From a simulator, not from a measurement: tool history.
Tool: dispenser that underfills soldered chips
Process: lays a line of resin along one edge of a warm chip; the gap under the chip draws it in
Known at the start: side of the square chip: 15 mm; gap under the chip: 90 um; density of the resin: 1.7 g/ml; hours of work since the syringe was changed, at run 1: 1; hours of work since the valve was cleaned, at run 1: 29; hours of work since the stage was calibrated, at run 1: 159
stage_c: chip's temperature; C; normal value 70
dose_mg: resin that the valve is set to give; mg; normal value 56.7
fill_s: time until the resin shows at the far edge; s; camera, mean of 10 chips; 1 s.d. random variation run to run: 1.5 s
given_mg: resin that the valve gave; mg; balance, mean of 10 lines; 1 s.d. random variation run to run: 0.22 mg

run	day	stage_c	dose_mg	hours of work since the syringe was changed	hours of work since the valve was cleaned	hours of work since the stage was calibrated	fill_s	given_mg
1	0	70	56.7	1	29	159	141.2	55.68
# day 0.325: new syringe of resin
2	0.454	70	56.7	2	37	166	149.1	56.16
# day 0.717: new syringe of resin
3	0.779	61	56.7	1	42	171	230.1	55.33
4	1.004	61	56.7	5	45	175	267.1	55.61
# day 1.092: new syringe of resin
# day 1.488: new syringe of resin
5	1.488	61	56.7	0	53	183	219.1	55.28
# day 1.592: dispensing valve cleaned and set on the balance
# day 1.925: new syringe of resin
6	1.992	81	56.7	1	6	190	84	56.38
7	2.275	81	56.7	6	11	195	100.9	56.18
# day 2.329: new syringe of resin
8	2.658	76	56.7	5	17	201	126.4	56.23
# day 2.733: new syringe of resin
9	2.95	76	56.7	4	22	206	113.8	56.64
# day 3.117: new syringe of resin
10	3.421	76	56.7	5	29	213	125.3	55.98
# day 3.525: new syringe of resin
11	3.846	76	56.7	5	36	220	125.6	55.8
# day 3.917: new syringe of resin
# day 4.308: new syringe of resin
12	4.325	70	56.7	0	44	227	135.5	55.62
# day 4.688: new syringe of resin
13	4.792	70	56.7	2	51	235	139	55.63
# day 5.025: dispensing valve cleaned and set on the balance
14	5.079	70	56.7	6	1	239	169.8	56.22
# day 5.129: new syringe of resin
15	5.362	70	56.7	4	5	243	154.6	56.79
# day 5.521: new syringe of resin
16	5.804	70	68.8	5	12	250	158.9	68.52
# day 5.925: new syringe of resin
17	6.271	70	48.7	6	20	258	169	48.24
# day 6.317: new syringe of resin
18	6.662	70	48.7	6	26	264	174.1	48.31
# day 6.712: new syringe of resin
# day 7.121: new syringe of resin
19	7.138	70	48.7	0	34	271	135.6	47.91
# day 7.5: new syringe of resin
20	7.558	78	54.1	1	40	278	92.5	53.45
# day 7.896: new syringe of resin
21	7.967	78	54.1	1	47	285	94.3	52.86
# day 8.296: new syringe of resin
22	8.346	57	70.5	1	53	291	265.8	68.69
# day 8.458: dispensing valve cleaned and set on the balance
23	8.583	57	70.5	4	2	294	302.9	70.18
# day 8.742: new syringe of resin
24	9.058	73	54.8	5	10	302	138.1	54.48
# day 9.15: new syringe of resin
25	9.392	73	54.8	4	15	307	134.9	54.55
# day 9.533: new syringe of resin
26	9.779	70	61.2	4	21	313	153.1	60.74
# day 9.925: new syringe of resin
27	10.033	76	52.8	2	25	317	103.8	52.2
# day 10.317: new syringe of resin
28	10.512	81	57.9	3	33	325	82.6	57.37
# day 10.725: new syringe of resin
29	10.767	65	53.4	1	37	329	173.6	52.53
30	11	71	62.4	5	41	332	143.9	61.73
# day 11.1: new syringe of resin
31	11.438	71	62.4	6	48	339	151.3	61.52
# day 11.492: new syringe of resin
32	11.679	57	60	3	51	343	286.8	58.97
# day 11.871: dispensing valve cleaned and set on the balance
# day 11.921: new syringe of resin
33	12.171	71	55	4	5	350	146.5	54.92
# day 12.325: new syringe of resin
34	12.508	71	55	3	10	356	137.4	54.71

Branching from run 34: 3 alternative next runs. What would each branch give?
# day 12.708: new syringe of resin
A	12.862	77	48.3	3	16	361	?	?
# day 12.708: new syringe of resin
B	12.862	58	50.6	3	16	361	?	?
# day 12.708: new syringe of resin
C	12.862	59	56.7	3	16	361	?	?

run	fill_s	given_mg
A	101.7	47.87
B	262.9	50.13
C	250.6	56.23
With no hidden state in the tool, these same runs would have given:
run	fill_s	given_mg
A	103.7	48.17
B	271.7	50.45
C	258.9	56.59
